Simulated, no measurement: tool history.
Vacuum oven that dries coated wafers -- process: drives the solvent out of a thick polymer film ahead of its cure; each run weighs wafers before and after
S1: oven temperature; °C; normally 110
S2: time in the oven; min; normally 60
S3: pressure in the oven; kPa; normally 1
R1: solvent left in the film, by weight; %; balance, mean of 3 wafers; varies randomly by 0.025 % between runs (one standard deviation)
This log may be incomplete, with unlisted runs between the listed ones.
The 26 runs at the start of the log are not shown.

Run 27, hour 739.4: usual settings but S2 96 min, S3 3.82 kPa. Result: R1 1.24 %.
Run 28, hour 770: usual settings but S2 96 min, S3 3.82 kPa. Result: R1 1.22 %.
Run 29, hour 789.7: usual settings but S1 119 °C, S2 82 min, S3 1.59 kPa. Result: R1 0.41 %.
Run 30, hour 826.2: usual settings but S1 122 °C, S3 3.62 kPa. Result: R1 0.87 %.
Run 31, hour 862.6: usual settings but S1 124 °C, S2 38 min. Result: R1 1.13 %.
Run 32, hour 902.2: usual settings but S1 113 °C, S2 92 min. Result: R1 0.5 %.
At hour 907.2: vacuum gauge cleaned of residue and calibrated.
Run 33, hour 930.2: usual settings but S1 101 °C, S2 107 min, S3 0.78 kPa. Result: R1 1.19 %.
Run 34, hour 957.6: usual settings but S1 97 °C, S2 30 min, S3 0.78 kPa. Result: R1 6.46 %.
Run 35, hour 984.4: usual settings but S1 97 °C, S2 30 min, S3 0.78 kPa. Result: R1 6.44 %.
Run 36, hour 1023.9: usual settings but S1 103 °C, S2 30 min, S3 0.9 kPa. Result: R1 5.36 %.
Run 37, hour 1047.9: usual settings but S1 109 °C, S3 2.33 kPa. Result: R1 1.94 %.
Run 38, hour 1084.3: usual settings but S1 109 °C, S3 2.33 kPa. Result: R1 2.02 %.
Run 39, hour 1106.8: usual settings but S1 109 °C, S2 41 min, S3 2.33 kPa. Result: R1 3.27 %.
Run 40, hour 1145.3: usual settings but S1 105 °C, S2 59 min. Result: R1 2.4 %.
Run 41, hour 1165.7: usual settings but S1 105 °C, S2 59 min. Result: R1 2.39 %.
Run 42, hour 1184.8: usual settings but S1 123 °C, S2 50 min. Result: R1 0.65 %.
Run 43, hour 1216.4: usual settings but S1 113 °C, S2 82 min, S3 2.1 kPa. Result: R1 0.85 %.
Run 44, hour 1239.6: usual settings but S2 98 min. Result: R1 0.6 %.
Run 45, hour 1272.2: usual settings but S1 102 °C. Result: R1 2.82 %.
Run 46, hour 1294.6: usual settings but S1 115 °C, S3 0.51 kPa. Result: R1 0.88 %.
Run 47, hour 1316.1: usual settings but S2 35 min. Result: R1 3.44 %.

Here are 3 independent what-if runs from the current tool condition. What would each one return?
Run A, hour 1343.1: usual settings but S3 0.9 kPa. Result: R1 ?.
Run B, hour 1343.1: usual settings but S2 53 min, S3 3.71 kPa. Result: R1 ?.
Run C, hour 1343.1: usual settings but S1 113 °C, S2 52 min. Result: R1 ?.

run    R1
  A  1.53
  B  2.51
  C  1.59
Without the tool's hidden state the same runs would have given:
run    R1
  A  1.52
  B   2.5
  C  1.58
